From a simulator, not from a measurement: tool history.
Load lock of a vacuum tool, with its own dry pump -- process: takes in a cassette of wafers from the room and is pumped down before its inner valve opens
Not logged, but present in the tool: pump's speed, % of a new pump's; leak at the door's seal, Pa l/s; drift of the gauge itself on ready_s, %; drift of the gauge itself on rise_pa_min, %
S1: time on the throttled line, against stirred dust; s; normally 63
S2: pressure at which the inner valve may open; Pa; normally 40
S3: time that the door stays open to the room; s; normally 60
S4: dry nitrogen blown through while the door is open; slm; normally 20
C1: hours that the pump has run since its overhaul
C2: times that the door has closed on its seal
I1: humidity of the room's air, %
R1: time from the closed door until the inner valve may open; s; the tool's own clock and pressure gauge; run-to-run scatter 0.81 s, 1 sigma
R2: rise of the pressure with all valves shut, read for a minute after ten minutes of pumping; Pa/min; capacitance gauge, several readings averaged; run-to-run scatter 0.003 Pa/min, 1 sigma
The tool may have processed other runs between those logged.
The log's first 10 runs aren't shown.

{"run": 11, "hour": 3128.2, "S1": 68, "S2": 40, "S3": 60, "S4": 13, "C1": 4823, "C2": 54527, "I1": 46.4, "R1": 133.1, "R2": 0.246}
{"run": 12, "hour": 3400.9, "S1": 63, "S2": 68, "S3": 60, "S4": 20, "C1": 5095, "C2": 55264, "I1": 44.0, "R1": 124.8, "R2": 0.24}
{"run": 13, "hour": 3856.3, "S1": 63, "S2": 40, "S3": 60, "S4": 11, "C1": 5551, "C2": 56494, "I1": 48.1, "R1": 130.9, "R2": 0.248}
{"run": 14, "hour": 4241.0, "S1": 63, "S2": 40, "S3": 60, "S4": 20, "C1": 5936, "C2": 57533, "I1": 45.2, "R1": 133.2, "R2": 0.255}
{"run": 15, "hour": 4484.4, "S1": 63, "S2": 40, "S3": 60, "S4": 20, "C1": 6179, "C2": 58191, "I1": 43.0, "R1": 132.6, "R2": 0.256}
{"run": 16, "hour": 4869.0, "S1": 63, "S2": 31, "S3": 60, "S4": 20, "C1": 6564, "C2": 59230, "I1": 47.3, "R1": 135.6, "R2": 0.276}
{"run": 17, "hour": 5072.2, "S1": 63, "S2": 31, "S3": 70, "S4": 26, "C1": 6767, "C2": 59779, "I1": 47.6, "R1": 134.3, "R2": 0.272}
{"run": 18, "hour": 5481.5, "S1": 50, "S2": 70, "S3": 149, "S4": 26, "C1": 7176, "C2": 60885, "I1": 47.8, "R1": 118.1, "R2": 0.284}
{"run": 19, "hour": 5795.4, "S1": 50, "S2": 70, "S3": 149, "S4": 26, "C1": 7490, "C2": 61733, "I1": 48.2, "R1": 118.7, "R2": 0.296}
{"run": 20, "hour": 6046.8, "S1": 84, "S2": 40, "S3": 32, "S4": 20, "C1": 7741, "C2": 62412, "I1": 45.4, "R1": 151.0, "R2": 0.282}
{"run": 21, "hour": 6255.5, "S1": 96, "S2": 37, "S3": 60, "S4": 20, "C1": 7950, "C2": 62976, "I1": 43.9, "R1": 159.5, "R2": 0.3}
{"run": 22, "hour": 6694.1, "S1": 63, "S2": 41, "S3": 60, "S4": 15, "C1": 8389, "C2": 64161, "I1": 46.2, "R1": 135.6, "R2": 0.302}
{"run": 23, "hour": 7125.8, "S1": 63, "S2": 33, "S3": 53, "S4": 19, "C1": 8820, "C2": 65327, "I1": 44.8, "R1": 138.2, "R2": 0.299}
{"run": 24, "hour": 7316.1, "S1": 38, "S2": 40, "S3": 43, "S4": 22, "C1": 9011, "C2": 65841, "I1": 46.5, "R1": 119.1, "R2": 0.307}
{"run": 25, "hour": 7537.3, "S1": 38, "S2": 40, "S3": 43, "S4": 22, "C1": 9232, "C2": 66439, "I1": 43.5, "R1": 118.9, "R2": 0.309}
{"run": 26, "hour": 7743.9, "S1": 63, "S2": 40, "S3": 81, "S4": 20, "C1": 9438, "C2": 66997, "I1": 43.1, "R1": 137.4, "R2": 0.321}
{"run": 27, "hour": 7982.4, "S1": 33, "S2": 36, "S3": 221, "S4": 20, "C1": 9677, "C2": 67641, "I1": 43.0, "R1": 118.3, "R2": 0.339}
{"run": 28, "hour": 8241.7, "S1": 49, "S2": 40, "S3": 60, "S4": 28, "C1": 9936, "C2": 68342, "I1": 44.0, "R1": 129.2, "R2": 0.324}
{"run": 29, "hour": 8663.2, "S1": 49, "S2": 40, "S3": 60, "S4": 27, "C1": 10358, "C2": 69481, "I1": 40.6, "R1": 129.2, "R2": 0.331}
{"run": 30, "hour": 9001.5, "S1": 49, "S2": 37, "S3": 48, "S4": 36, "C1": 10696, "C2": 70395, "I1": 44.8, "R1": 131.5, "R2": 0.334}
{"run": 31, "hour": 9304.4, "S1": 107, "S2": 40, "S3": 60, "S4": 23, "C1": 10999, "C2": 71213, "I1": 45.5, "R1": 171.1, "R2": 0.353}
{"hour": 9485.6, "done": "door's seal changed, seat wiped"}
{"run": 32, "hour": 9760.5, "S1": 44, "S2": 40, "S3": 60, "S4": 23, "C1": 11453, "C2": 742, "I1": 44.7, "R1": 127.6, "R2": 0.025}

Here are 5 independent what-if runs from the current tool condition. What would each one return?
{"run": "A", "hour": 10032.8, "S1": 73, "S2": 40, "S3": 119, "S4": 34, "C1": 11726, "C2": 1478, "I1": 42.6, "R1": "?", "R2": "?"}
{"run": "B", "hour": 10032.8, "S1": 63, "S2": 34, "S3": 55, "S4": 14, "C1": 11726, "C2": 1478, "I1": 45.1, "R1": "?", "R2": "?"}
{"run": "C", "hour": 10032.8, "S1": 44, "S2": 56, "S3": 171, "S4": 24, "C1": 11726, "C2": 1478, "I1": 44.5, "R1": "?", "R2": "?"}
{"run": "D", "hour": 10032.8, "S1": 78, "S2": 54, "S3": 80, "S4": 20, "C1": 11726, "C2": 1478, "I1": 43.5, "R1": "?", "R2": "?"}
{"run": "E", "hour": 10032.8, "S1": 35, "S2": 68, "S3": 60, "S4": 28, "C1": 11726, "C2": 1478, "I1": 43.7, "R1": "?", "R2": "?"}

run=A R1=149.3 R2=0.028
run=B R1=141.5 R2=0.033
run=C R1=123.7 R2=0.038
run=D R1=149.4 R2=0.030
run=E R1=113.3 R2=0.018
With no hidden state in the tool, these same runs would have given:
run=A R1=132.5 R2=0.027
run=B R1=124.0 R2=0.031
run=C R1=106.1 R2=0.037
run=D R1=133.7 R2=0.028
run=E R1=95.9 R2=0.016

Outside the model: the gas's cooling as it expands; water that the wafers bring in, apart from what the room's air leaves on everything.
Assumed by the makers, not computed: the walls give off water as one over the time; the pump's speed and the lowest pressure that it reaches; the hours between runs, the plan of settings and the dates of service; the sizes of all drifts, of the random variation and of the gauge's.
